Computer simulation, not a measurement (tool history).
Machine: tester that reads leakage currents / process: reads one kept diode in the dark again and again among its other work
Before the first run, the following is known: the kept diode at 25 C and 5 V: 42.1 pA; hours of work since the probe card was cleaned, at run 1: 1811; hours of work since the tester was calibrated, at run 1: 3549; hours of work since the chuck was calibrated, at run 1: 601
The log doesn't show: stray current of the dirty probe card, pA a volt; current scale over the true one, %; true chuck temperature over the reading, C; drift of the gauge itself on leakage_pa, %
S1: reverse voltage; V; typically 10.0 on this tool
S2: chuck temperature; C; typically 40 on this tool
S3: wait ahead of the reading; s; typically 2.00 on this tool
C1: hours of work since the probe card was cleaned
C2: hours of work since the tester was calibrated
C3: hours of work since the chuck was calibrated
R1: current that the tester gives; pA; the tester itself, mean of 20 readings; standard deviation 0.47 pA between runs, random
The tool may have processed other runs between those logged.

Run 1, hour 0.0: usual settings; C1 1811; C2 3549; C3 601. Result: R1 166.15 pA.
Run 2, hour 105.4: usual settings but S2 50 C; C1 1872; C2 3611; C3 662. Result: R1 313.07 pA.
Run 3, hour 173.6: usual settings but S2 50 C; C1 1912; C2 3651; C3 702. Result: R1 312.46 pA.
Run 4, hour 297.3: usual settings but S2 50 C; C1 1984; C2 3723; C3 774. Result: R1 313.88 pA.
Run 5, hour 459.9: usual settings but S2 50 C; C1 2079; C2 3818; C3 869. Result: R1 317.19 pA.
Run 6, hour 607.1: usual settings but S2 51 C; C1 2165; C2 3903; C3 955. Result: R1 338.91 pA.
Run 7, hour 687.1: usual settings; C1 2212; C2 3950; C3 1002. Result: R1 172.14 pA.
Run 8, hour 812.0: usual settings; C1 2285; C2 4023; C3 1075. Result: R1 172.60 pA.
Run 9, hour 882.4: usual settings; C1 2326; C2 4064; C3 1116. Result: R1 173.11 pA.
At hour 972.1: chuck's temperature calibrated.
Run 10, hour 972.1: usual settings but S2 21 C; C1 2377; C2 4115; C3 0. Result: R1 46.27 pA.
Run 11, hour 1094.0: usual settings but S2 46 C; C1 2448; C2 4186; C3 71. Result: R1 236.98 pA.
Run 12, hour 1171.3: usual settings; C1 2493; C2 4231; C3 116. Result: R1 163.21 pA.
At hour 1212.4: tester calibrated.
Run 13, hour 1270.2: usual settings; C1 2550; C2 34; C3 173. Result: R1 161.39 pA.
Run 14, hour 1387.2: usual settings; C1 2618; C2 102; C3 241. Result: R1 162.13 pA.
Run 15, hour 1484.3: usual settings but S1 3.7 V; C1 2674; C2 159; C3 298. Result: R1 110.32 pA.
Run 16, hour 1559.5: usual settings but S1 10.4 V; C1 2718; C2 202; C3 341. Result: R1 166.01 pA.
Run 17, hour 1647.2: usual settings but S1 10.4 V; C1 2770; C2 254; C3 393. Result: R1 167.80 pA.
Run 18, hour 1735.6: usual settings but S1 8.1 V; C1 2821; C2 305; C3 444. Result: R1 152.23 pA.
Run 19, hour 1859.9: usual settings but S1 2.0 V; C1 2894; C2 378; C3 517. Result: R1 87.27 pA.
Run 20, hour 1981.7: usual settings but S1 8.8 V, S3 4.37 s; C1 2965; C2 449; C3 588. Result: R1 158.35 pA.
At hour 2032.6: probe card cleaned and baked.
Run 21, hour 2140.6: usual settings but S1 8.8 V, S3 4.37 s; C1 63; C2 540; C3 679. Result: R1 154.40 pA.
Run 22, hour 2270.5: usual settings but S1 2.4 V, S3 4.32 s; C1 139; C2 615; C3 754. Result: R1 93.88 pA.
Run 23, hour 2412.6: usual settings but S1 1.3 V, S2 36 C; C1 222; C2 698; C3 837. Result: R1 57.29 pA.
Run 24, hour 2552.7: usual settings but S1 1.3 V, S2 36 C; C1 303; C2 780; C3 919. Result: R1 57.46 pA.
Run 25, hour 2697.6: usual settings but S1 1.3 V, S2 36 C; C1 388; C2 865; C3 1004. Result: R1 58.19 pA.
Run 26, hour 2839.2: usual settings but S1 5.0 V, S2 39 C, S3 0.42 s; C1 471; C2 947; C3 1086. Result: R1 120.39 pA.
At hour 2978.8: chuck's temperature calibrated.
Run 27, hour 3003.0: usual settings but S1 5.0 V, S2 39 C, S3 0.42 s; C1 565; C2 1042; C3 14. Result: R1 111.33 pA.
Run 28, hour 3119.5: usual settings but S1 11.3 V; C1 633; C2 1110; C3 82. Result: R1 164.53 pA.
Run 29, hour 3187.6: usual settings but S1 4.5 V, S2 25 C, S3 4.35 s; C1 673; C2 1149; C3 122. Result: R1 41.46 pA.
Run 30, hour 3349.1: usual settings but S1 4.5 V, S2 25 C, S3 4.35 s; C1 767; C2 1244; C3 216. Result: R1 41.93 pA.
Run 31, hour 3457.2: usual settings but S1 4.5 V, S2 25 C, S3 4.35 s; C1 830; C2 1307; C3 279. Result: R1 42.13 pA.
Run 32, hour 3617.9: usual settings but S1 4.5 V, S2 25 C, S3 4.35 s; C1 924; C2 1400; C3 373. Result: R1 42.67 pA.
Run 33, hour 3766.2: usual settings but S2 54 C, S3 1.14 s; C1 1010; C2 1487; C3 459. Result: R1 385.71 pA.
Run 34, hour 3836.4: usual settings but S2 54 C, S3 1.14 s; C1 1051; C2 1528; C3 500. Result: R1 386.13 pA.
Run 35, hour 3942.1: usual settings but S1 12.4 V, S2 24 C, S3 0.34 s; C1 1113; C2 1589; C3 562. Result: R1 62.85 pA.

For each entry between runs, how does the tool's hidden state at the last listed run before it compare with that at the first listed run after it?
Logged between run 9 and run 10: chuck's temperature calibrated (hour 972.1)
  stray current of the dirty probe card, pA a volt: 0.44 -> 0.449; current scale over the true one, %: 0.76 -> 0.78; true chuck temperature over the reading, C: 1.18 -> 0.01
  measured result minus the result with no hidden state, R1: +17.95 -> +4.69 pA
Logged between run 12 and run 13: tester calibrated (hour 1212.4)
  stray current of the dirty probe card, pA a volt: 0.472 -> 0.482; current scale over the true one, %: 0.8 -> -0.05; true chuck temperature over the reading, C: 0.14 -> 0.2
  measured result minus the result with no hidden state, R1: +7.23 -> +6.51 pA
Logged between run 20 and run 21: probe card cleaned and baked (hour 2032.6)
  stray current of the dirty probe card, pA a volt: 0.557 -> 0.033; current scale over the true one, %: 0.03 -> 0.05; true chuck temperature over the reading, C: 0.63 -> 0.72
  measured result minus the result with no hidden state, R1: +10.95 -> +7.25 pA
Logged between run 26 and run 27: chuck's temperature calibrated (hour 2978.8)
  stray current of the dirty probe card, pA a volt: 0.107 -> 0.124; current scale over the true one, %: 0.13 -> 0.15; true chuck temperature over the reading, C: 1.13 -> -0.01
  measured result minus the result with no hidden state, R1: +9.12 -> +0.59 pA

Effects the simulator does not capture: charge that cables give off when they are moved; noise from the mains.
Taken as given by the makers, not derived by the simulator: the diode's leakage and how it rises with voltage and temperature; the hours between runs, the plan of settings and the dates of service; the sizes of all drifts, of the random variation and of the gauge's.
